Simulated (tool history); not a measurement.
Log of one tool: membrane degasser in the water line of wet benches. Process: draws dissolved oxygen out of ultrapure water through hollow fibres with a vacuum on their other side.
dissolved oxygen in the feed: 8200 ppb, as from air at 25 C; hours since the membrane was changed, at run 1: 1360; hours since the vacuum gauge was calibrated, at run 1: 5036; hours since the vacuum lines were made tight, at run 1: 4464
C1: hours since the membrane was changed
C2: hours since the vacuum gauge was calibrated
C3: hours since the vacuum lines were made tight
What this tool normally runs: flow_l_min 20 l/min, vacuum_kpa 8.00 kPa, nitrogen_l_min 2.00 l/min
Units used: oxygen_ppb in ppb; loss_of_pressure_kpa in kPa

Run 1, day 0.000: usual settings; C1 1360; C2 5036; C3 4464. Result: oxygen_ppb 121.9 ppb, loss_of_pressure_kpa 37.82 kPa.
Run 2, day 4.800: usual settings but vacuum_kpa 5.37 kPa; C1 1475; C2 5151; C3 4580. Result: oxygen_ppb 60.7 ppb, loss_of_pressure_kpa 37.66 kPa.
Run 3, day 11.262: usual settings but flow_l_min 32 l/min, vacuum_kpa 5.37 kPa; C1 1630; C2 5306; C3 4735. Result: oxygen_ppb 108.5 ppb, loss_of_pressure_kpa 60.19 kPa.
Run 4, day 17.550: usual settings; C1 1781; C2 5457; C3 4886. Result: oxygen_ppb 121.4 ppb, loss_of_pressure_kpa 37.80 kPa.
Run 5, day 24.383: usual settings; C1 1945; C2 5621; C3 5050. Result: oxygen_ppb 122.3 ppb, loss_of_pressure_kpa 37.90 kPa.
Run 6, day 30.567: usual settings; C1 2093; C2 5769; C3 5198. Result: oxygen_ppb 123.1 ppb, loss_of_pressure_kpa 38.07 kPa.
Run 7, day 37.325: usual settings; C1 2256; C2 5931; C3 5360. Result: oxygen_ppb 125.0 ppb, loss_of_pressure_kpa 37.87 kPa.
Run 8, day 45.662: usual settings; C1 2456; C2 6132; C3 5560. Result: oxygen_ppb 123.4 ppb, loss_of_pressure_kpa 37.75 kPa.
Run 9, day 55.246: usual settings; C1 2686; C2 6362; C3 5790. Result: oxygen_ppb 122.9 ppb, loss_of_pressure_kpa 37.95 kPa.
Run 10, day 61.975: usual settings but nitrogen_l_min 5.27 l/min; C1 2847; C2 6523; C3 5952. Result: oxygen_ppb 51.1 ppb, loss_of_pressure_kpa 38.13 kPa.
At day 64.196: vacuum gauge calibrated.
Run 11, day 66.875: usual settings but vacuum_kpa 13.07 kPa; C1 2964; C2 64; C3 6069. Result: oxygen_ppb 244.3 ppb, loss_of_pressure_kpa 37.90 kPa.
Run 12, day 72.846: usual settings but vacuum_kpa 13.07 kPa; C1 3108; C2 208; C3 6212. Result: oxygen_ppb 248.1 ppb, loss_of_pressure_kpa 38.08 kPa.
Run 13, day 81.179: usual settings but vacuum_kpa 13.07 kPa; C1 3307; C2 408; C3 6412. Result: oxygen_ppb 246.2 ppb, loss_of_pressure_kpa 38.43 kPa.
Run 14, day 90.412: usual settings but vacuum_kpa 13.07 kPa, nitrogen_l_min 2.18 l/min; C1 3529; C2 629; C3 6634. Result: oxygen_ppb 226.7 ppb, loss_of_pressure_kpa 38.11 kPa.
At day 91.558: vacuum gauge calibrated, once more.
Run 15, day 94.575: usual settings but vacuum_kpa 13.07 kPa, nitrogen_l_min 2.18 l/min; C1 3629; C2 72; C3 6733. Result: oxygen_ppb 218.2 ppb, loss_of_pressure_kpa 38.04 kPa.
At day 95.396: seals of the vacuum lines changed.
Run 16, day 102.817: usual settings but vacuum_kpa 13.07 kPa, nitrogen_l_min 2.18 l/min; C1 3824; C2 268; C3 178. Result: oxygen_ppb 212.0 ppb, loss_of_pressure_kpa 38.49 kPa.
Run 17, day 110.600: usual settings but vacuum_kpa 13.07 kPa, nitrogen_l_min 2.18 l/min; C1 4011; C2 455; C3 365. Result: oxygen_ppb 212.8 ppb, loss_of_pressure_kpa 38.30 kPa.
Run 18, day 115.579: usual settings but flow_l_min 28 l/min, vacuum_kpa 18.89 kPa, nitrogen_l_min 2.18 l/min; C1 4131; C2 574; C3 484. Result: oxygen_ppb 457.0 ppb, loss_of_pressure_kpa 53.74 kPa.
Run 19, day 123.938: usual settings but vacuum_kpa 12.28 kPa, nitrogen_l_min 2.07 l/min; C1 4331; C2 775; C3 685. Result: oxygen_ppb 205.6 ppb, loss_of_pressure_kpa 38.35 kPa.
Run 20, day 128.567: usual settings but vacuum_kpa 12.28 kPa, nitrogen_l_min 2.07 l/min; C1 4442; C2 886; C3 796. Result: oxygen_ppb 210.1 ppb, loss_of_pressure_kpa 37.89 kPa.
Run 21, day 133.092: usual settings but vacuum_kpa 12.28 kPa, nitrogen_l_min 2.07 l/min; C1 4551; C2 995; C3 905. Result: oxygen_ppb 208.6 ppb, loss_of_pressure_kpa 38.36 kPa.
Run 22, day 139.883: usual settings but flow_l_min 13 l/min, vacuum_kpa 6.36 kPa, nitrogen_l_min 1.97 l/min; C1 4714; C2 1158; C3 1068. Result: oxygen_ppb 50.9 ppb, loss_of_pressure_kpa 25.05 kPa.
Run 23, day 147.604: usual settings but flow_l_min 13 l/min, vacuum_kpa 6.36 kPa, nitrogen_l_min 1.97 l/min; C1 4899; C2 1343; C3 1253. Result: oxygen_ppb 50.8 ppb, loss_of_pressure_kpa 25.08 kPa.
Run 24, day 154.942: usual settings but flow_l_min 16 l/min, vacuum_kpa 7.65 kPa, nitrogen_l_min 3.79 l/min; C1 5075; C2 1519; C3 1429. Result: oxygen_ppb 48.1 ppb, loss_of_pressure_kpa 30.65 kPa.
Run 25, day 161.233: usual settings but flow_l_min 16 l/min, vacuum_kpa 7.65 kPa, nitrogen_l_min 3.79 l/min; C1 5226; C2 1670; C3 1580. Result: oxygen_ppb 47.3 ppb, loss_of_pressure_kpa 30.74 kPa.
Run 26, day 165.258: usual settings but flow_l_min 25 l/min, vacuum_kpa 6.17 kPa, nitrogen_l_min 3.39 l/min; C1 5323; C2 1767; C3 1677. Result: oxygen_ppb 62.5 ppb, loss_of_pressure_kpa 48.24 kPa.
Run 27, day 174.929: usual settings but flow_l_min 17 l/min, vacuum_kpa 13.51 kPa, nitrogen_l_min 2.63 l/min; C1 5555; C2 1999; C3 1909. Result: oxygen_ppb 162.0 ppb, loss_of_pressure_kpa 32.70 kPa.
Run 28, day 180.617: usual settings but flow_l_min 26 l/min, vacuum_kpa 9.51 kPa, nitrogen_l_min 3.54 l/min; C1 5691; C2 2135; C3 2045. Result: oxygen_ppb 122.6 ppb, loss_of_pressure_kpa 50.04 kPa.
Run 29, day 187.054: usual settings but flow_l_min 22 l/min, vacuum_kpa 7.83 kPa, nitrogen_l_min 3.54 l/min; C1 5846; C2 2290; C3 2200. Result: oxygen_ppb 76.4 ppb, loss_of_pressure_kpa 42.69 kPa.
Run 30, day 192.400: usual settings but flow_l_min 22 l/min, vacuum_kpa 7.83 kPa, nitrogen_l_min 3.54 l/min; C1 5974; C2 2418; C3 2328. Result: oxygen_ppb 76.6 ppb, loss_of_pressure_kpa 42.80 kPa.
Run 31, day 197.350: usual settings but flow_l_min 25 l/min, vacuum_kpa 7.83 kPa, nitrogen_l_min 4.58 l/min; C1 6093; C2 2537; C3 2447. Result: oxygen_ppb 73.0 ppb, loss_of_pressure_kpa 48.36 kPa.
Run 32, day 201.404: usual settings but flow_l_min 13 l/min, vacuum_kpa 18.65 kPa, nitrogen_l_min 1.01 l/min; C1 6190; C2 2634; C3 2544. Result: oxygen_ppb 446.4 ppb, loss_of_pressure_kpa 25.71 kPa.

Run by run, hidden condition taken away, random variation retained:
Hidden conditions of the tool in this case: membrane still open, %; true pressure behind the membrane over the reading, kPa; air that leaks in behind the membrane, l/min; drift of the gauge itself on oxygen_ppb, %; drift of the gauge itself on loss_of_pressure_kpa, %.
run  oxygen_ppb  loss_of_pressure_kpa
  1       114.2                 37.51
  2        53.8                 37.32
  3        97.8                 59.60
  4       113.2                 37.39
  5       113.7                 37.46
  6       114.3                 37.59
  7       115.8                 37.35
  8       114.1                 37.18
  9       113.3                 37.33
 10        46.7                 37.47
 11       230.2                 37.21
 12       233.6                 37.36
 13       231.4                 37.66
 14       212.4                 37.30
 15       212.2                 37.21
 16       211.9                 37.60
 17       212.4                 37.37
 18       455.0                 52.40
 19       204.6                 37.34
 20       208.9                 36.87
 21       207.2                 37.30
 22        50.3                 24.34
 23        50.0                 24.34
 24        47.2                 29.70
 25        46.3                 29.76
 26        59.7                 46.69
 27       159.4                 31.60
 28       118.7                 48.32
 29        73.7                 41.18
 30        73.7                 41.26
 31        69.4                 46.58
 32       438.5                 24.76

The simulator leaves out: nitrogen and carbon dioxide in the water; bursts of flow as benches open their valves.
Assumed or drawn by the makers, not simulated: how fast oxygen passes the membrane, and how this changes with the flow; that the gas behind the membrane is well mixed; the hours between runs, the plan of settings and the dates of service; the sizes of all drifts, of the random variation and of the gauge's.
